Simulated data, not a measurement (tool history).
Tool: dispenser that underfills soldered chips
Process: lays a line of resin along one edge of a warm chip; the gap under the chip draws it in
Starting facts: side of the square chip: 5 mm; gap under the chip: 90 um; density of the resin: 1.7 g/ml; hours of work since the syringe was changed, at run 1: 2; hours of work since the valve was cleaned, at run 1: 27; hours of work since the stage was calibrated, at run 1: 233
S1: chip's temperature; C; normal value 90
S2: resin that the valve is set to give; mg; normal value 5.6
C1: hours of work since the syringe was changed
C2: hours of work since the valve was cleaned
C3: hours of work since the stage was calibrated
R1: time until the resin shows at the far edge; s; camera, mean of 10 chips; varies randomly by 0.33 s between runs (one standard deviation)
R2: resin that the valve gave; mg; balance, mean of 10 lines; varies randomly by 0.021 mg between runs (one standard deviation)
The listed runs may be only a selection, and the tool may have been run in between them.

run	hour	S1	S2	C1	C2	C3	R1	R2
1	0	90	5.6	2	27	233	12.5	5.56
2	5.6	90	5.6	6	31	237	15.4	5.51
# hour 8.6: new syringe of resin
3	14.1	90	6.84	4	38	244	14.4	6.72
# hour 19.6: new syringe of resin
4	26.1	90	6.84	5	47	253	14.2	6.71
# hour 30.5: new syringe of resin
5	33	90	5.6	2	52	258	13.8	5.45
# hour 36.4: dispensing valve cleaned and set on the balance
6	40.3	90	5.6	7	3	263	15.7	5.61
# hour 42.6: new syringe of resin
7	51.5	90	5.6	7	12	272	16.1	5.59
# hour 53.9: new syringe of resin
8	61.5	82	5.6	6	19	279	19.4	5.56
# hour 65.3: new syringe of resin
9	70	82	5.6	4	26	286	17.7	5.55
# hour 76.4: new syringe of resin
10	81.4	82	5.63	4	35	294	18.4	5.52
# hour 87.9: new syringe of resin
11	91.7	82	5.63	3	43	302	18.1	5.58
# hour 98.9: new syringe of resin
12	98.9	90	5.6	0	48	308	12	5.47
# hour 107.3: dispensing valve cleaned and set on the balance
13	108.7	78	5.6	7	1	315	22	5.57
# hour 110.9: new syringe of resin
14	114.8	95	5.6	3	6	319	11.7	5.55
# hour 122.1: new syringe of resin
15	122.2	95	5.43	0	11	325	10.3	5.36
16	129.3	90	5.6	6	17	331	15.5	5.56
# hour 133.3: new syringe of resin
17	136.2	90	5.6	2	22	336	13	5.52
18	142.5	77	6.36	7	27	341	23.5	6.26
# hour 144.3: new syringe of resin
19	151.6	92	6.03	6	34	348	14.3	5.9
# hour 155.1: new syringe of resin
20	159	88	7.19	3	40	353	14.3	7.06
21	164.7	88	7.19	8	44	358	17	7
# hour 166.7: new syringe of resin
22	171.1	97	6.17	4	49	363	10.7	6.01
# hour 177.8: new syringe of resin
# hour 178.8: dispensing valve cleaned and set on the balance
23	183	97	6.17	3	3	371	11.1	6.18
24	187.8	87	5.7	7	7	375	17.2	5.7
# hour 189.8: new syringe of resin
25	194.2	87	5.7	3	12	380	14.5	5.67
26	199	92	5.65	7	16	383	14.9	5.6
# hour 201.3: new syringe of resin
27	209.3	100	5.11	6	24	391	10.8	5.1
# hour 212.2: new syringe of resin
28	220.9	84	7.18	7	33	400	18.3	7.07
# hour 223.6: new syringe of resin
29	231.8	84	7.18	7	41	409	17.8	7.06
# hour 234.7: new syringe of resin
30	241.4	84	7.18	5	48	416	17.7	7.02
# hour 245.8: new syringe of resin
# hour 249.8: dispensing valve cleaned and set on the balance
31	251.1	77	5.2	3	1	423	21	5.23
# hour 257.8: new syringe of resin
32	261.5	99	5.09	3	9	431	9.5	5.08
# hour 269.1: new syringe of resin
33	273.4	90	6.79	3	18	440	13.3	6.74
# hour 280: new syringe of resin
34	282.6	90	7.11	2	25	447	12.6	7.04

4 ways to go on from here, each from the tool as it stands after run 34. What would each give?
A	289	87	6.95	7	30	452	?	?
B	289	90	7.01	7	30	452	?	?
C	289	86	6.15	7	30	452	?	?
D	289	85	5.6	7	30	452	?	?

run	R1	R2
A	17.5	6.86
B	15.3	6.92
C	17.3	6.13
D	18.8	5.53
Take away the tool's hidden state, keep each run's random variation, and the runs would have read:
run	R1	R2
A	14.2	6.94
B	12.3	7
C	13.9	6.2
D	15.1	5.59
